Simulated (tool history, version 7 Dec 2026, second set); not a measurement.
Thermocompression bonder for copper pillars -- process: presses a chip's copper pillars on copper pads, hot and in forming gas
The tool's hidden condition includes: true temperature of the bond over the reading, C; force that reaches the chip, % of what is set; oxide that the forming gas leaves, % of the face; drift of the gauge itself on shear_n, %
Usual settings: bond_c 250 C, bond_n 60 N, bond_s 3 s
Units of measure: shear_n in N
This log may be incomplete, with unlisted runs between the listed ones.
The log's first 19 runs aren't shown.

run	day	bond_c	bond_n	bond_s	hours of work since the heater was calibrated	hours of work since the force cell was calibrated	hours of work since the gas filter was changed	shear_n
20	9.996	250	44	3	308	564	239	48
21	10.425	242	70	4	312	569	244	63.3
22	11	238	63	3	318	574	250	50.6
23	11.625	238	63	3	324	581	256	50.8
24	12.008	241	37	3	328	585	260	37.2
25	12.738	267	37	2	336	592	267	45
# day 12.838: force cell calibrated
26	13.146	267	37	2	339	3	271	43.5
27	13.683	243	61	6	344	9	276	65.7
28	14.321	220	40	3	351	15	283	26.5
# day 14.592: force cell calibrated, once more
29	15.054	253	71	8	358	5	289	88.8
30	15.508	253	71	8	362	9	294	89.7
31	16.258	253	71	8	370	17	301	90.1
32	16.667	231	53	7	374	21	306	56.4
33	17.121	280	54	8	379	26	310	98.9
34	17.642	280	40	5	384	31	315	76.3
# day 18.25: forming gas filter changed
35	18.379	280	40	2	391	38	1	62.5
36	19.042	280	62	7	398	45	8	111.3
37	19.792	232	62	4	405	52	16	57.4
38	20.108	233	39	2	409	56	19	31.3
39	20.867	264	50	7	416	63	26	89.4

Alternative continuations, all from the tool just after run 39; predict every row:
A	21.221	248	51	3	420	67	30	?
B	21.221	235	50	7	420	67	30	?
C	21.221	277	37	7	420	67	30	?

run	shear_n
A	56.8
B	63.9
C	86.7
What these runs would have given with no unlogged condition in the tool:
run	shear_n
A	56.7
B	63.7
C	86.9
